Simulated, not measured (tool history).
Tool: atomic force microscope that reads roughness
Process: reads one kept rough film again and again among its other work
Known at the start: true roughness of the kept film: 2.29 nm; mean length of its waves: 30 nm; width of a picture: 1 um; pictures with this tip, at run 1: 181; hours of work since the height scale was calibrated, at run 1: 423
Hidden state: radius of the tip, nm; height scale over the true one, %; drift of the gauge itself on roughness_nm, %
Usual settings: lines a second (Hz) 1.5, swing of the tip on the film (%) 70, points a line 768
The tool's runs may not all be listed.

run    hour  lines a second (Hz)  swing of the tip on the film (%)  points a line  pictures with this tip  hours of work since the height scale was calibrated  roughness of the kept film (nm (root mean square))
  1       0                  1.5                                70            768                     181                                                  423                                                1.96
  2    16.8                  1.5                                70            768                     205                                                  433                                               1.961
  3    32.1                  1.5                                70            768                     227                                                  441                                               1.932
  4    59.3                  1.5                                70            768                     266                                                  457                                               1.936
  5    75.6                  1.5                                70            768                     290                                                  466                                               1.931
  6      95                  1.5                                70            768                     317                                                  477                                                1.91
  7   126.6                  1.5                                70            768                     363                                                  494                                                1.91
      143.8  -- new tip fitted
  8   146.8                  1.5                                70            768                       4                                                  506                                               2.039
  9   167.3                  2.1                                70            768                      34                                                  517                                               1.948
 10   196.7                  2.1                                70            768                      76                                                  534                                                1.96
 11     226                  2.1                                70            768                     118                                                  550                                               1.937
 12   256.2                  1.5                                70            768                     162                                                  567                                               1.966
 13   282.7                  1.5                                70            768                     200                                                  582                                               1.965
 14   309.8                  1.5                                70            768                     239                                                  597                                               1.951
 15   342.4                  1.5                                70            768                     286                                                  615                                               1.933
 16     368                  1.5                                70            768                     322                                                  630                                               1.915
 17   399.6                  1.5                                70            768                     368                                                  647                                               1.908
      413.3  -- new tip fitted
 18     415                  1.5                                77            768                       2                                                  656                                               1.976
 19   437.7                  1.5                                70            882                      35                                                  669                                               2.019
 20   467.6                  1.5                                70            882                      78                                                  685                                               2.012
 21   481.5                  1.5                                70            882                      98                                                  693                                               1.996
 22   495.9                 2.06                                70            768                     119                                                  701                                               1.946
 23   511.2                 0.51                                70            768                     141                                                  710                                               2.059
 24   542.8                  1.5                                70            582                     186                                                  728                                               1.976
 25   575.9                  1.5                                70            582                     234                                                  746                                               1.953
 26   591.9                  1.5                                70            265                     257                                                  755                                               1.905
 27   614.4                 0.64                                67            265                     289                                                  768                                               1.971
 28   643.2                 3.93                                67            914                     331                                                  784                                               1.786
 29   674.6                 3.93                                67            914                     376                                                  802                                               1.763
      682.2  -- new tip fitted
 30   696.2                 3.93                                67            914                      20                                                  813                                               1.869
 31   710.6                 0.65                                67            677                      41                                                  821                                               2.103
 32   731.5                 0.65                                67            677                      71                                                  833                                               2.089
 33   763.7                 0.91                                77            419                     117                                                  851                                               2.007
 34     778                 3.27                                64            310                     138                                                  859                                               1.907
 35   808.9                 3.27                                64            310                     182                                                  877                                                1.87
 36     827                 3.27                                64            310                     208                                                  887                                                1.87
 37   854.9                 3.27                                64            310                     248                                                  903                                               1.864
 38   874.8                 3.27                                64            310                     277                                                  914                                               1.852
 39   897.6                 3.27                                64            310                     310                                                  926                                               1.847
 40   919.8                 3.27                                64            402                     342                                                  939                                               1.823
 41     938                 1.82                                85            962                     368                                                  949                                               1.716
      951.9  -- new tip fitted
 42   958.9                  1.5                                70            287                      10                                                  961                                               2.006
 43   973.6                 2.26                                70            619                      31                                                  969                                               1.961
 44   993.5                 2.34                                88            700                      60                                                  980                                               1.695
 45  1015.4                  1.5                                70            624                      92                                                  992                                               1.998
 46  1037.1                  1.5                                70            624                     123                                                 1004                                               1.981
 47  1057.8                 2.39                                58            928                     153                                                 1016                                               2.009
 48  1079.8                 2.39                                66            864                     184                                                 1028                                               1.926
 49    1104                 2.39                                66            859                     219                                                 1042                                               1.911
 50  1130.3                 2.33                                70            394                     257                                                 1057                                               1.852
 51  1148.4                    1                                84            263                     283                                                 1067                                               1.855
 52    1180                    1                                84            263                     328                                                 1085                                               1.846

Forecast each of these 3 alternatives for the next run:
  A  1195.2                  1.5                                75            446                     350                                                 1093                                                   ?
  B  1195.2                 2.51                                70            692                     350                                                 1093                                                   ?
  C  1195.2                  1.1                                75            714                     350                                                 1093                                                   ?

run  roughness of the kept film (nm (root mean square))
  A                                               1.867
  B                                               1.827
  C                                                1.89
Without the tool's hidden state the same runs would have given:
run  roughness of the kept film (nm (root mean square))
  A                                               1.993
  B                                               1.951
  C                                               2.018
